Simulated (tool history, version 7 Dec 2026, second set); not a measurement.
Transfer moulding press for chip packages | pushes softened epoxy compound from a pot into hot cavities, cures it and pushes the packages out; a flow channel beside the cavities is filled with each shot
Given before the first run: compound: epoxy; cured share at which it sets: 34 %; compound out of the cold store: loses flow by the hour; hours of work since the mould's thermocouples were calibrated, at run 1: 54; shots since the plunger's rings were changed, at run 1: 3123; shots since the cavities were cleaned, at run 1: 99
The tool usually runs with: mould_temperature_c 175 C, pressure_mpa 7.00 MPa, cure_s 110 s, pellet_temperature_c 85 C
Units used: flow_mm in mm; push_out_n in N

| run | day | mould_temperature_c | pressure_mpa | cure_s | pellet_temperature_c | hours of work since the mould's thermocouples were calibrated | shots since the plunger's rings were changed | shots since the cavities were cleaned | incoming compound's hours out of the cold store | flow_mm | push_out_n |
|---|---|---|---|---|---|---|---|---|---|---|---|
| 1 | 0.000 | 175 | 7.00 | 110 | 85 | 54 | 3123 | 99 | 30.4 | 810 | 389 |
|  | 0.258 | plunger's sealing rings changed |
| 2 | 0.375 | 175 | 7.00 | 110 | 85 | 58 | 26 | 159 | 43.3 | 792 | 412 |
| 3 | 0.758 | 175 | 7.00 | 110 | 91 | 63 | 111 | 244 | 20.4 | 859 | 464 |
| 4 | 1.221 | 175 | 7.00 | 110 | 91 | 70 | 213 | 346 | 42.6 | 794 | 480 |
|  | 1.550 | cavities cleaned with cleaning compound and waxed |
| 5 | 1.700 | 175 | 7.00 | 110 | 91 | 75 | 306 | 34 | 8.6 | 897 | 632 |
| 6 | 2.071 | 175 | 7.00 | 110 | 91 | 81 | 389 | 117 | 12.3 | 884 | 605 |
| 7 | 2.375 | 175 | 7.00 | 110 | 92 | 85 | 456 | 184 | 19.7 | 863 | 625 |
| 8 | 2.650 | 171 | 7.00 | 110 | 85 | 89 | 517 | 245 | 32.9 | 841 | 748 |
| 9 | 2.946 | 171 | 7.20 | 110 | 78 | 93 | 582 | 310 | 35.0 | 844 | 752 |
| 10 | 3.258 | 175 | 7.00 | 103 | 90 | 97 | 652 | 380 | 46.9 | 778 | 625 |
|  | 3.438 | cavities cleaned with cleaning compound and waxed |
| 11 | 3.562 | 175 | 7.00 | 103 | 88 | 101 | 705 | 27 | 31.2 | 824 | 393 |
|  | 3.838 | cavities cleaned with cleaning compound and waxed, once more |
| 12 | 3.838 | 175 | 7.00 | 110 | 79 | 104 | 753 | 0 | 36.3 | 806 | 350 |
| 13 | 4.050 | 175 | 7.64 | 110 | 79 | 107 | 800 | 47 | 24.7 | 880 | 381 |
| 14 | 4.354 | 175 | 7.64 | 110 | 79 | 111 | 867 | 114 | 42.4 | 825 | 395 |
| 15 | 4.588 | 178 | 5.51 | 148 | 82 | 114 | 918 | 165 | 12.6 | 766 | 377 |

Selected run-to-run steps in flow_mm, each split into two signed amounts: the part the tool would show with no hidden state at all (from settings, incoming material and random variation), and the remainder, which goes to the hidden state together with any gauge scatter not common to the measured and the hidden-state-free results:
Hidden state at play: true mould temperature over the reading, C; pressure that reaches the compound, % of what is set; grip of the stained cavities, % over clean ones'; drift of the gauge itself on flow_mm, %; drift of the gauge itself on push_out_n, %.
Run 1 -> 2: plunger's sealing rings changed. flow_mm -18 mm: hidden state +20, all else -38.
Run 4 -> 5: cavities cleaned with cleaning compound and waxed. flow_mm +103 mm: hidden state -1, all else +104.
